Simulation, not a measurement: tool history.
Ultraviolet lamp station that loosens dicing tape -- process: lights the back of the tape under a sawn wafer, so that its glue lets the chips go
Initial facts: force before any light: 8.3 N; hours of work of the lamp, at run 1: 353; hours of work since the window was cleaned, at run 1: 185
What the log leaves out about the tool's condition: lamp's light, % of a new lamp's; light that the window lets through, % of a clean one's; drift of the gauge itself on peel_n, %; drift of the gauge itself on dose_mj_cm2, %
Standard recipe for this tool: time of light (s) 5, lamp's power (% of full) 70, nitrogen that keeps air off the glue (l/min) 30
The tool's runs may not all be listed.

run	hour	time of light (s)	lamp's power (% of full)	nitrogen that keeps air off the glue (l/min)	hours of work of the lamp	hours of work since the window was cleaned	force that peels the tape off (N)	light that reached the tape (J/m2)
1	0.0	5	70	30	353	185	0.586	2280
2	14.3	5	70	30	363	195	0.599	2300
3	22.0	5	70	30	369	201	0.572	2230
4	38.1	5	70	30	380	212	0.607	2250
5	45.6	5	69	30	386	218	0.619	2180
6	54.1	5	69	30	392	224	0.634	2200
7	70.3	5	69	30	404	236	0.652	2200
8	86.7	5	69	30	416	248	0.618	2140
9	95.4	5	69	30	422	254	0.684	2150
10	111.7	3	70	30	434	266	1.613	1320
11	125.1	5	70	30	443	275	0.661	2140
12	142.9	5	70	13	456	288	0.984	2150
13	151.3	5	70	13	462	294	1.020	2110
14	163.6	3	70	13	471	303	2.316	1270
15	176.3	5	70	30	480	313	0.688	2120
16	190.8	5	70	30	491	323	0.715	2100
# hour 198.1: window cleaned of glue's vapour
17	202.0	5	79	30	499	3	0.455	2540
18	217.8	5	79	30	510	14	0.453	2550
19	226.9	5	70	14	517	21	0.917	2230
20	240.3	5	70	14	526	31	0.910	2220
21	252.5	5	70	14	535	39	0.925	2190
22	264.3	5	70	14	544	48	0.899	2210
23	276.2	3	70	14	553	57	2.143	1320
24	285.7	3	70	14	559	63	2.218	1300
25	293.5	2	72	14	565	69	3.456	890
26	310.4	2	96	32	577	81	1.918	1180
27	325.1	2	96	32	588	92	1.963	1170
28	341.0	4	61	32	600	104	1.344	1510
29	354.2	5	70	43	609	113	0.586	2130
30	362.9	4	100	19	615	120	0.658	2440
31	373.9	4	100	19	623	127	0.658	2360
32	382.4	5	82	12	630	134	0.802	2470
33	399.1	4	70	30	642	146	1.134	1690
34	413.5	4	70	30	652	156	1.143	1690
35	422.0	9	76	30	658	162	0.172	4030
36	430.4	2	70	29	664	168	3.025	790
37	441.2	5	99	30	672	176	0.323	2870
38	453.8	5	99	30	681	185	0.345	2860
39	464.2	3	64	30	689	193	2.124	1080
40	479.6	7	60	15	700	204	0.757	2440
41	493.7	7	62	14	710	214	0.725	2560
42	508.3	2	70	30	721	225	3.192	790

Run 43 comes next. What will it give?
43	520.0	2	79	17	729	233	?	?

force that peels the tape off (N): 3.158
light that reached the tape (J/m2): 910
Without the tool's hidden state the same run would have given force that peels the tape off (N) 2.283, light that reached the tape (J/m2) 1220.
